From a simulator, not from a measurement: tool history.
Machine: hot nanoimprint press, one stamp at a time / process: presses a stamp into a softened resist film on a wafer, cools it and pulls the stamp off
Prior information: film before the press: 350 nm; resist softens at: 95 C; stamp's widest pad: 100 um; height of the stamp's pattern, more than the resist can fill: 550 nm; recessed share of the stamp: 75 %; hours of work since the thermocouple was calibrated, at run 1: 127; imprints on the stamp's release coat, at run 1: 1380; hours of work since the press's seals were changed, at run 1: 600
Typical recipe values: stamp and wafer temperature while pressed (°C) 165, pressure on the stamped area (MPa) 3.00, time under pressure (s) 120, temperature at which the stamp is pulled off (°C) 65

| run | hour | stamp and wafer temperature while pressed (°C) | pressure on the stamped area (MPa) | time under pressure (s) | temperature at which the stamp is pulled off (°C) | hours of work since the thermocouple was calibrated | imprints on the stamp's release coat | hours of work since the press's seals were changed | resist left under the stamp's widest pad (angstrom) | greatest force while the stamp is pulled off (N) |
|---|---|---|---|---|---|---|---|---|---|---|
| 1 | 0.0 | 165 | 3.00 | 120 | 65 | 127 | 1380 | 600 | 1531 | 211 |
|  | 56.3 | stamp cleaned and given a new release coat |
| 2 | 57.4 | 165 | 3.00 | 120 | 65 | 165 | 6 | 638 | 1557 | 142 |
| 3 | 114.0 | 165 | 3.00 | 120 | 65 | 207 | 327 | 680 | 1542 | 159 |
| 4 | 159.6 | 165 | 3.96 | 120 | 65 | 241 | 585 | 714 | 1375 | 169 |
|  | 189.1 | plate thermocouple calibrated |
|  | 219.8 | press's hydraulic seals changed and the load cell set to zero |
| 5 | 219.8 | 165 | 3.00 | 120 | 69 | 17 | 864 | 0 | 1567 | 167 |
| 6 | 275.2 | 169 | 3.00 | 120 | 65 | 58 | 1178 | 41 | 1312 | 202 |
| 7 | 329.3 | 169 | 3.00 | 120 | 65 | 98 | 1485 | 82 | 1310 | 222 |
|  | 366.9 | stamp cleaned and given a new release coat |
| 8 | 397.2 | 169 | 3.00 | 120 | 65 | 145 | 171 | 128 | 1335 | 158 |
| 9 | 430.5 | 169 | 3.00 | 120 | 65 | 169 | 360 | 152 | 1348 | 164 |
|  | 436.7 | plate thermocouple calibrated, once more |
| 10 | 475.2 | 165 | 3.00 | 120 | 60 | 29 | 596 | 183 | 1469 | 179 |
| 11 | 510.0 | 165 | 3.00 | 120 | 60 | 55 | 794 | 209 | 1498 | 199 |
| 12 | 547.1 | 165 | 3.00 | 120 | 60 | 82 | 1004 | 237 | 1490 | 204 |
| 13 | 586.3 | 165 | 3.00 | 120 | 65 | 111 | 1226 | 266 | 1492 | 203 |
| 14 | 634.4 | 165 | 3.00 | 120 | 65 | 147 | 1499 | 302 | 1523 | 222 |
| 15 | 662.2 | 165 | 3.00 | 120 | 65 | 168 | 1656 | 323 | 1505 | 222 |
|  | 673.2 | stamp cleaned and given a new release coat |
| 16 | 711.6 | 166 | 3.00 | 92 | 65 | 200 | 217 | 355 | 1585 | 152 |
| 17 | 752.4 | 166 | 3.00 | 92 | 65 | 231 | 449 | 385 | 1596 | 158 |
| 18 | 785.0 | 162 | 3.00 | 98 | 65 | 255 | 633 | 410 | 1880 | 170 |
|  | 798.1 | plate thermocouple calibrated |
| 19 | 820.1 | 162 | 3.00 | 98 | 65 | 16 | 815 | 434 | 1814 | 183 |
| 20 | 848.4 | 172 | 3.00 | 71 | 65 | 37 | 976 | 455 | 1270 | 179 |
| 21 | 902.6 | 172 | 3.00 | 71 | 65 | 78 | 1283 | 495 | 1300 | 202 |
| 22 | 929.3 | 172 | 3.00 | 71 | 65 | 98 | 1434 | 515 | 1306 | 210 |
|  | 979.8 | stamp cleaned and given a new release coat |
| 23 | 991.1 | 172 | 3.00 | 71 | 65 | 139 | 64 | 556 | 1312 | 139 |
| 24 | 1019.9 | 172 | 3.00 | 71 | 65 | 161 | 228 | 578 | 1319 | 149 |
| 25 | 1082.0 | 172 | 3.00 | 71 | 65 | 207 | 579 | 624 | 1341 | 166 |
| 26 | 1108.9 | 159 | 3.00 | 120 | 69 | 227 | 732 | 644 | 2047 | 162 |
| 27 | 1135.1 | 170 | 3.93 | 120 | 56 | 246 | 880 | 664 | 1047 | 221 |
|  | 1158.6 | plate thermocouple calibrated |
| 28 | 1173.0 | 170 | 3.93 | 120 | 56 | 11 | 1078 | 690 | 1021 | 219 |
| 29 | 1218.2 | 170 | 3.93 | 120 | 56 | 44 | 1334 | 723 | 1025 | 252 |

Each row is a separate what-if for the run after 29, all from the same tool condition, not one after another. Results?
| A | 1249.3 | 172 | 2.67 | 120 | 56 | 67 | 1511 | 747 | ? | ? |
| B | 1249.3 | 170 | 2.86 | 120 | 62 | 67 | 1511 | 747 | ? | ? |
| C | 1249.3 | 159 | 3.93 | 120 | 69 | 67 | 1511 | 747 | ? | ? |
| D | 1249.3 | 168 | 3.00 | 120 | 65 | 67 | 1511 | 747 | ? | ? |
| E | 1249.3 | 165 | 3.00 | 120 | 64 | 67 | 1511 | 747 | ? | ? |

| run | resist left under the stamp's widest pad (angstrom) | greatest force while the stamp is pulled off (N) |
|---|---|---|
| A | 1153 | 257 |
| B | 1232 | 225 |
| C | 1794 | 196 |
| D | 1300 | 213 |
| E | 1511 | 216 |
Without the tool's unlogged condition, the same runs would have read:
| run | resist left under the stamp's widest pad (angstrom) | greatest force while the stamp is pulled off (N) |
|---|---|---|
| A | 1109 | 166 |
| B | 1183 | 144 |
| C | 1707 | 127 |
| D | 1245 | 138 |
| E | 1450 | 139 |
